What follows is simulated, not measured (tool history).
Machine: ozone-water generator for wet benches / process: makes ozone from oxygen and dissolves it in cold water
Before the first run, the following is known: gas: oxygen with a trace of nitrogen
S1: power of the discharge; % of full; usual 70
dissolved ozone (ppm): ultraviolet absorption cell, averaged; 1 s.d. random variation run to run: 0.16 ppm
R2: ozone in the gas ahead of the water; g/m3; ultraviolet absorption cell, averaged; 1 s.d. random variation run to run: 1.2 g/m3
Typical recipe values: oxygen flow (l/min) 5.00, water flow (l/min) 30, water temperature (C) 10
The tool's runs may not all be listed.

{"run": 1, "day": 0.0, "S1": 70, "oxygen flow (l/min)": 5.0, "water flow (l/min)": 30, "water temperature (C)": 10, "dissolved ozone (ppm)": 19.4, "R2": 202.9}
{"run": 2, "day": 1.362, "S1": 70, "oxygen flow (l/min)": 5.0, "water flow (l/min)": 30, "water temperature (C)": 10, "dissolved ozone (ppm)": 19.4, "R2": 200.9}
{"run": 3, "day": 3.733, "S1": 70, "oxygen flow (l/min)": 5.0, "water flow (l/min)": 30, "water temperature (C)": 10, "dissolved ozone (ppm)": 19.3, "R2": 203.4}
{"run": 4, "day": 6.221, "S1": 60, "oxygen flow (l/min)": 5.0, "water flow (l/min)": 30, "water temperature (C)": 10, "dissolved ozone (ppm)": 17.0, "R2": 178.9}
{"run": 5, "day": 8.167, "S1": 60, "oxygen flow (l/min)": 5.0, "water flow (l/min)": 30, "water temperature (C)": 10, "dissolved ozone (ppm)": 17.3, "R2": 179.8}
{"run": 6, "day": 9.883, "S1": 70, "oxygen flow (l/min)": 5.0, "water flow (l/min)": 30, "water temperature (C)": 10, "dissolved ozone (ppm)": 19.3, "R2": 201.9}
{"run": 7, "day": 11.212, "S1": 70, "oxygen flow (l/min)": 5.0, "water flow (l/min)": 30, "water temperature (C)": 10, "dissolved ozone (ppm)": 19.2, "R2": 199.7}
{"run": 8, "day": 12.729, "S1": 70, "oxygen flow (l/min)": 5.0, "water flow (l/min)": 30, "water temperature (C)": 10, "dissolved ozone (ppm)": 19.1, "R2": 200.8}
{"day": 12.858, "done": "water thermometer calibrated"}
{"run": 9, "day": 14.129, "S1": 70, "oxygen flow (l/min)": 5.0, "water flow (l/min)": 30, "water temperature (C)": 10, "dissolved ozone (ppm)": 19.1, "R2": 201.4}
{"run": 10, "day": 15.529, "S1": 70, "oxygen flow (l/min)": 5.0, "water flow (l/min)": 30, "water temperature (C)": 10, "dissolved ozone (ppm)": 19.2, "R2": 204.6}
{"run": 11, "day": 16.746, "S1": 70, "oxygen flow (l/min)": 5.0, "water flow (l/min)": 21, "water temperature (C)": 10, "dissolved ozone (ppm)": 25.7, "R2": 199.6}
{"run": 12, "day": 18.779, "S1": 70, "oxygen flow (l/min)": 5.0, "water flow (l/min)": 30, "water temperature (C)": 7, "dissolved ozone (ppm)": 19.9, "R2": 202.9}
{"run": 13, "day": 20.271, "S1": 52, "oxygen flow (l/min)": 3.4, "water flow (l/min)": 21, "water temperature (C)": 8, "dissolved ozone (ppm)": 18.0, "R2": 181.1}
{"run": 14, "day": 21.975, "S1": 89, "oxygen flow (l/min)": 5.0, "water flow (l/min)": 30, "water temperature (C)": 12, "dissolved ozone (ppm)": 22.5, "R2": 240.2}
{"run": 15, "day": 23.762, "S1": 70, "oxygen flow (l/min)": 5.0, "water flow (l/min)": 21, "water temperature (C)": 10, "dissolved ozone (ppm)": 25.9, "R2": 200.1}
{"run": 16, "day": 25.029, "S1": 74, "oxygen flow (l/min)": 7.11, "water flow (l/min)": 21, "water temperature (C)": 12, "dissolved ozone (ppm)": 28.8, "R2": 186.7}
{"run": 17, "day": 26.6, "S1": 74, "oxygen flow (l/min)": 7.11, "water flow (l/min)": 21, "water temperature (C)": 12, "dissolved ozone (ppm)": 28.5, "R2": 186.7}
{"day": 27.267, "done": "water thermometer calibrated, once more"}
{"run": 18, "day": 27.962, "S1": 74, "oxygen flow (l/min)": 7.11, "water flow (l/min)": 21, "water temperature (C)": 12, "dissolved ozone (ppm)": 28.9, "R2": 185.6}
{"run": 19, "day": 29.925, "S1": 42, "oxygen flow (l/min)": 7.11, "water flow (l/min)": 21, "water temperature (C)": 12, "dissolved ozone (ppm)": 18.9, "R2": 122.5}
{"run": 20, "day": 32.304, "S1": 92, "oxygen flow (l/min)": 3.06, "water flow (l/min)": 30, "water temperature (C)": 15, "dissolved ozone (ppm)": 18.2, "R2": 286.8}
{"run": 21, "day": 33.796, "S1": 84, "oxygen flow (l/min)": 5.0, "water flow (l/min)": 30, "water temperature (C)": 10, "dissolved ozone (ppm)": 21.8, "R2": 229.3}

What if the next run were any one of these 5? Each begins from the tool's condition after run 21:
{"run": "A", "day": 35.475, "S1": 62, "oxygen flow (l/min)": 3.33, "water flow (l/min)": 30, "water temperature (C)": 10, "dissolved ozone (ppm)": "?", "R2": "?"}
{"run": "B", "day": 35.475, "S1": 70, "oxygen flow (l/min)": 5.0, "water flow (l/min)": 34, "water temperature (C)": 8, "dissolved ozone (ppm)": "?", "R2": "?"}
{"run": "C", "day": 35.475, "S1": 50, "oxygen flow (l/min)": 5.0, "water flow (l/min)": 30, "water temperature (C)": 10, "dissolved ozone (ppm)": "?", "R2": "?"}
{"run": "D", "day": 35.475, "S1": 84, "oxygen flow (l/min)": 8.46, "water flow (l/min)": 30, "water temperature (C)": 10, "dissolved ozone (ppm)": "?", "R2": "?"}
{"run": "E", "day": 35.475, "S1": 46, "oxygen flow (l/min)": 5.0, "water flow (l/min)": 47, "water temperature (C)": 17, "dissolved ozone (ppm)": "?", "R2": "?"}

run=A dissolved_ozone_(ppm)=14.4 R2=206.8
run=B dissolved_ozone_(ppm)=17.3 R2=198.8
run=C dissolved_ozone_(ppm)=14.8 R2=155.3
run=D dissolved_ozone_(ppm)=25.7 R2=192.3
run=E dissolved_ozone_(ppm)=8.8 R2=143.5
What these runs would have given with no unlogged condition in the tool:
run=A dissolved_ozone_(ppm)=15.4 R2=217.3
run=B dissolved_ozone_(ppm)=18.6 R2=209.9
run=C dissolved_ozone_(ppm)=15.6 R2=161.8
run=D dissolved_ozone_(ppm)=27.7 R2=204.7
run=E dissolved_ozone_(ppm)=9.3 R2=148.9
